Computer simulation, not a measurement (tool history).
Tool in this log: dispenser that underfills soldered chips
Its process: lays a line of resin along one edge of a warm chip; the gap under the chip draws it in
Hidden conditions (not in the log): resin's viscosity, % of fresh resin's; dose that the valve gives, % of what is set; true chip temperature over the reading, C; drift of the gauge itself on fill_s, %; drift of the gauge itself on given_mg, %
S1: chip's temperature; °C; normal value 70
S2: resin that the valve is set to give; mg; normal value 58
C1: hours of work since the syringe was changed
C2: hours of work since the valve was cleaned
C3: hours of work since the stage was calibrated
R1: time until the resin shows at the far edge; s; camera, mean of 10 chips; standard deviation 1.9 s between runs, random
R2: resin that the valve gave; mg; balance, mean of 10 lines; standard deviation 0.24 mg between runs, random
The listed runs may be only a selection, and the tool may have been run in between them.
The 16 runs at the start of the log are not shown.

| run | hour | S1 | S2 | C1 | C2 | C3 | R1 | R2 |
|---|---|---|---|---|---|---|---|---|
| 17 | 68.4 | 70 | 75 | 5 | 6 | 205 | 242.8 | 74.88 |
|  | 71.3 | new syringe of resin |
| 18 | 74.6 | 60 | 75 | 3 | 11 | 210 | 369 | 74.27 |
| 19 | 78.7 | 84 | 58 | 6 | 14 | 213 | 126.6 | 57.3 |
|  | 79.8 | new syringe of resin |
| 20 | 82.2 | 76 | 73 | 2 | 16 | 216 | 149.6 | 71.87 |
| 21 | 87.1 | 66 | 75.2 | 6 | 20 | 220 | 314.6 | 74.69 |
|  | 88.5 | new syringe of resin |
| 22 | 91.6 | 66 | 75.2 | 3 | 24 | 223 | 264.2 | 73.61 |
|  | 97.1 | new syringe of resin |
| 23 | 98.2 | 75 | 61.4 | 1 | 29 | 228 | 151.3 | 59.57 |
| 24 | 102.3 | 66 | 60.1 | 4 | 32 | 231 | 289.8 | 58.7 |
|  | 106 | new syringe of resin |
| 25 | 107.7 | 66 | 60.1 | 1 | 36 | 235 | 246.6 | 57.98 |
| 26 | 113.4 | 64 | 50.7 | 6 | 41 | 240 | 359 | 48.91 |
|  | 114.7 | new syringe of resin |
| 27 | 119.3 | 84 | 71.5 | 4 | 45 | 244 | 114.6 | 68.96 |
|  | 123.2 | new syringe of resin |
| 28 | 123.4 | 84 | 71.5 | 0 | 48 | 247 | 95.2 | 69.3 |
| 29 | 127.2 | 70 | 49.3 | 3 | 51 | 250 | 235.7 | 47.31 |
|  | 131.9 | new syringe of resin |
| 30 | 133.1 | 71 | 68.9 | 1 | 56 | 255 | 195.2 | 66.25 |
| 31 | 136.4 | 71 | 56 | 4 | 58 | 257 | 224.3 | 53.11 |
|  | 140.8 | new syringe of resin |
| 32 | 142.3 | 57 | 63.3 | 1 | 63 | 262 | 416 | 59.77 |
| 33 | 147 | 76 | 51.8 | 5 | 66 | 265 | 192 | 49 |
|  | 149.5 | new syringe of resin |
| 34 | 151 | 57 | 51.1 | 1 | 69 | 268 | 433.3 | 48.25 |
| 35 | 154 | 68 | 62.9 | 4 | 72 | 271 | 263.8 | 59.61 |
|  | 157.9 | new syringe of resin |
| 36 | 159.4 | 75 | 55.5 | 1 | 76 | 275 | 163.6 | 52.41 |

Below are 3 alternative next runs, each starting from the tool's condition after run 36. Predict each:
| A | 163.4 | 72 | 58 | 4 | 79 | 278 | ? | ? |
| B | 163.4 | 70 | 50.1 | 4 | 79 | 278 | ? | ? |
| C | 163.4 | 70 | 54.8 | 4 | 79 | 278 | ? | ? |

| run | R1 | R2 |
|---|---|---|
| A | 220.7 | 54.54 |
| B | 252.2 | 46.9 |
| C | 246.1 | 51.11 |
Had the tool no hidden state, the same runs would have come out as:
| run | R1 | R2 |
|---|---|---|
| A | 165.1 | 58.12 |
| B | 187.4 | 49.98 |
| C | 183.4 | 54.46 |

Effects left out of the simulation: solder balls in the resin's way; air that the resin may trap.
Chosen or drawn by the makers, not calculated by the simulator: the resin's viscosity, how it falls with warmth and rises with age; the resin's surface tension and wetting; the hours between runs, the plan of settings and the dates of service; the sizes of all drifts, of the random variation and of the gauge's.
